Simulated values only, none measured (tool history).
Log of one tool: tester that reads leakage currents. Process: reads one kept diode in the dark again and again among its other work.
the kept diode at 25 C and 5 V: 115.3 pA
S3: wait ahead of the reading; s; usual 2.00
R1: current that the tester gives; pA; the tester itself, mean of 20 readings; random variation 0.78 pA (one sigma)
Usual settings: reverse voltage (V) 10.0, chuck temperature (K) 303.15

{"run": 1, "hour": 0.0, "reverse voltage (V)": 10.0, "chuck temperature (K)": 303.15, "S3": 2.0, "R1": 261.01}
{"hour": 78.0, "done": "chuck's temperature calibrated"}
{"run": 2, "hour": 115.7, "reverse voltage (V)": 10.0, "chuck temperature (K)": 303.15, "S3": 2.0, "R1": 276.85}
{"run": 3, "hour": 171.4, "reverse voltage (V)": 2.0, "chuck temperature (K)": 303.15, "S3": 2.0, "R1": 118.63}
{"run": 4, "hour": 286.2, "reverse voltage (V)": 8.6, "chuck temperature (K)": 303.15, "S3": 2.0, "R1": 255.21}
{"run": 5, "hour": 372.5, "reverse voltage (V)": 10.0, "chuck temperature (K)": 303.15, "S3": 2.0, "R1": 277.55}
{"run": 6, "hour": 441.0, "reverse voltage (V)": 10.0, "chuck temperature (K)": 303.15, "S3": 0.59, "R1": 281.77}
{"run": 7, "hour": 529.4, "reverse voltage (V)": 10.0, "chuck temperature (K)": 303.15, "S3": 2.0, "R1": 277.31}
{"run": 8, "hour": 604.4, "reverse voltage (V)": 10.0, "chuck temperature (K)": 303.15, "S3": 2.0, "R1": 277.07}
{"hour": 653.1, "done": "probe card cleaned and baked"}
{"run": 9, "hour": 684.1, "reverse voltage (V)": 10.0, "chuck temperature (K)": 303.15, "S3": 2.0, "R1": 255.94}
{"run": 10, "hour": 778.7, "reverse voltage (V)": 10.0, "chuck temperature (K)": 303.15, "S3": 2.0, "R1": 256.75}
{"run": 11, "hour": 846.4, "reverse voltage (V)": 10.0, "chuck temperature (K)": 303.15, "S3": 2.0, "R1": 256.02}
{"run": 12, "hour": 921.7, "reverse voltage (V)": 10.0, "chuck temperature (K)": 303.15, "S3": 8.27, "R1": 256.16}
{"run": 13, "hour": 1017.3, "reverse voltage (V)": 10.0, "chuck temperature (K)": 303.15, "S3": 1.01, "R1": 259.12}
{"run": 14, "hour": 1071.5, "reverse voltage (V)": 10.0, "chuck temperature (K)": 303.15, "S3": 1.01, "R1": 258.35}
{"run": 15, "hour": 1147.4, "reverse voltage (V)": 10.0, "chuck temperature (K)": 303.15, "S3": 1.01, "R1": 258.17}
{"run": 16, "hour": 1240.9, "reverse voltage (V)": 10.0, "chuck temperature (K)": 303.15, "S3": 1.01, "R1": 258.76}
{"run": 17, "hour": 1354.3, "reverse voltage (V)": 10.0, "chuck temperature (K)": 303.15, "S3": 1.01, "R1": 260.03}
{"run": 18, "hour": 1416.1, "reverse voltage (V)": 10.0, "chuck temperature (K)": 303.15, "S3": 1.01, "R1": 259.52}
{"run": 19, "hour": 1484.4, "reverse voltage (V)": 10.0, "chuck temperature (K)": 303.15, "S3": 1.01, "R1": 259.29}
{"run": 20, "hour": 1569.4, "reverse voltage (V)": 5.8, "chuck temperature (K)": 303.15, "S3": 2.0, "R1": 193.99}
{"run": 21, "hour": 1666.7, "reverse voltage (V)": 5.8, "chuck temperature (K)": 313.15, "S3": 2.0, "R1": 462.19}
{"run": 22, "hour": 1765.2, "reverse voltage (V)": 10.0, "chuck temperature (K)": 324.15, "S3": 7.5, "R1": 1504.48}
{"run": 23, "hour": 1878.0, "reverse voltage (V)": 4.0, "chuck temperature (K)": 302.15, "S3": 3.58, "R1": 147.03}
{"run": 24, "hour": 1927.7, "reverse voltage (V)": 4.0, "chuck temperature (K)": 302.15, "S3": 3.58, "R1": 146.53}
{"run": 25, "hour": 2011.9, "reverse voltage (V)": 14.6, "chuck temperature (K)": 312.15, "S3": 0.48, "R1": 689.55}
{"run": 26, "hour": 2097.2, "reverse voltage (V)": 14.6, "chuck temperature (K)": 312.15, "S3": 0.48, "R1": 689.05}
{"run": 27, "hour": 2207.6, "reverse voltage (V)": 11.8, "chuck temperature (K)": 328.15, "S3": 2.0, "R1": 2224.94}
{"run": 28, "hour": 2293.2, "reverse voltage (V)": 10.0, "chuck temperature (K)": 294.15, "S3": 1.0, "R1": 121.7}
{"run": 29, "hour": 2363.3, "reverse voltage (V)": 11.6, "chuck temperature (K)": 323.15, "S3": 0.44, "R1": 1488.92}
{"run": 30, "hour": 2473.4, "reverse voltage (V)": 10.0, "chuck temperature (K)": 303.15, "S3": 0.61, "R1": 264.36}
{"run": 31, "hour": 2579.8, "reverse voltage (V)": 7.3, "chuck temperature (K)": 313.15, "S3": 5.21, "R1": 513.68}
{"run": 32, "hour": 2673.9, "reverse voltage (V)": 7.3, "chuck temperature (K)": 313.15, "S3": 1.21, "R1": 517.73}
{"hour": 2682.2, "done": "chuck's temperature calibrated"}
{"run": 33, "hour": 2752.1, "reverse voltage (V)": 7.6, "chuck temperature (K)": 296.15, "S3": 8.52, "R1": 133.71}
{"run": 34, "hour": 2843.6, "reverse voltage (V)": 4.2, "chuck temperature (K)": 303.15, "S3": 9.52, "R1": 177.84}
{"run": 35, "hour": 2920.4, "reverse voltage (V)": 13.3, "chuck temperature (K)": 303.15, "S3": 0.39, "R1": 336.71}
{"hour": 2996.8, "done": "probe card cleaned and baked"}
{"run": 36, "hour": 3006.0, "reverse voltage (V)": 13.3, "chuck temperature (K)": 303.15, "S3": 0.39, "R1": 306.5}
{"run": 37, "hour": 3113.9, "reverse voltage (V)": 13.3, "chuck temperature (K)": 303.15, "S3": 0.39, "R1": 310.24}
{"run": 38, "hour": 3216.7, "reverse voltage (V)": 13.3, "chuck temperature (K)": 299.15, "S3": 8.92, "R1": 208.6}
{"run": 39, "hour": 3293.0, "reverse voltage (V)": 13.3, "chuck temperature (K)": 312.15, "S3": 3.53, "R1": 662.91}

Forecast each of these 4 alternatives for the next run:
{"run": "A", "hour": 3347.7, "reverse voltage (V)": 12.8, "chuck temperature (K)": 312.15, "S3": 3.53, "R1": "?"}
{"run": "B", "hour": 3347.7, "reverse voltage (V)": 10.2, "chuck temperature (K)": 303.15, "S3": 2.0, "R1": "?"}
{"run": "C", "hour": 3347.7, "reverse voltage (V)": 5.0, "chuck temperature (K)": 312.15, "S3": 3.53, "R1": "?"}
{"run": "D", "hour": 3347.7, "reverse voltage (V)": 3.8, "chuck temperature (K)": 294.15, "S3": 2.0, "R1": "?"}

run=A R1=650.26
run=B R1=264.45
run=C R1=406.63
run=D R1=69.68
Without the tool's hidden state the same runs would have given:
run=A R1=652.23
run=B R1=263.76
run=C R1=408.88
run=D R1=69.18
